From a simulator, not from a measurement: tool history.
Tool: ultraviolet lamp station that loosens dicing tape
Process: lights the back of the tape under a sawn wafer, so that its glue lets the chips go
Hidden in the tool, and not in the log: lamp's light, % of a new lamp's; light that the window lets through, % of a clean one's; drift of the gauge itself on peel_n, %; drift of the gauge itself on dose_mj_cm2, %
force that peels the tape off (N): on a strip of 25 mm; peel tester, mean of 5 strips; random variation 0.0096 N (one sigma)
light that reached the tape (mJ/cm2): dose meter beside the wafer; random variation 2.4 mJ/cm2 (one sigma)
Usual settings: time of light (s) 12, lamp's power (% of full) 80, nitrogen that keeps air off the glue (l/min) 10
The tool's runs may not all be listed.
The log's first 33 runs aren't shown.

run   hour  time of light (s)  lamp's power (% of full)  nitrogen that keeps air off the glue (l/min)  hours of work of the lamp  hours of work since the window was cleaned  force that peels the tape off (N)  light that reached the tape (mJ/cm2)
 34  374.9                  7                        80                                             5                        534                                          62                              2.253                                   131
 35  382.5                  7                        80                                             5                        539                                          67                              2.276                                   130
 36  395.0                  7                        80                                             5                        548                                          76                              2.294                                   126
 37  406.1                 18                        80                                            15                        556                                          84                              0.210                                   333
 38  413.0                 14                        82                                            11                        561                                          89                              0.378                                   267
 39  427.9                 14                        82                                            11                        571                                          99                              0.399                                   258
 40  442.9                 14                        71                                            17                        582                                         110                              0.393                                   223
 41  454.6                 12                        67                                            18                        590                                         118                              0.610                                   180
 42  464.5                  9                        60                                             4                        597                                         125                              2.808                                   118
 43  475.5                 17                        85                                             7                        605                                         133                              0.358                                   315

Forecast each of these 3 alternatives for the next run:
  A  489.8                 13                        89                                             4                        615                                         143                                  ?                                     ?
  B  489.8                  9                        91                                            10                        615                                         143                                  ?                                     ?
  C  489.8                 17                        69                                             5                        615                                         143                                  ?                                     ?

run  force that peels the tape off (N)  light that reached the tape (mJ/cm2)
  A                              0.905                                   253
  B                              0.934                                   180
  C                              0.738                                   257
Without the tool's hidden state the same runs would have given:
run  force that peels the tape off (N)  light that reached the tape (mJ/cm2)
  A                              0.572                                   317
  B                              0.591                                   225
  C                              0.462                                   321

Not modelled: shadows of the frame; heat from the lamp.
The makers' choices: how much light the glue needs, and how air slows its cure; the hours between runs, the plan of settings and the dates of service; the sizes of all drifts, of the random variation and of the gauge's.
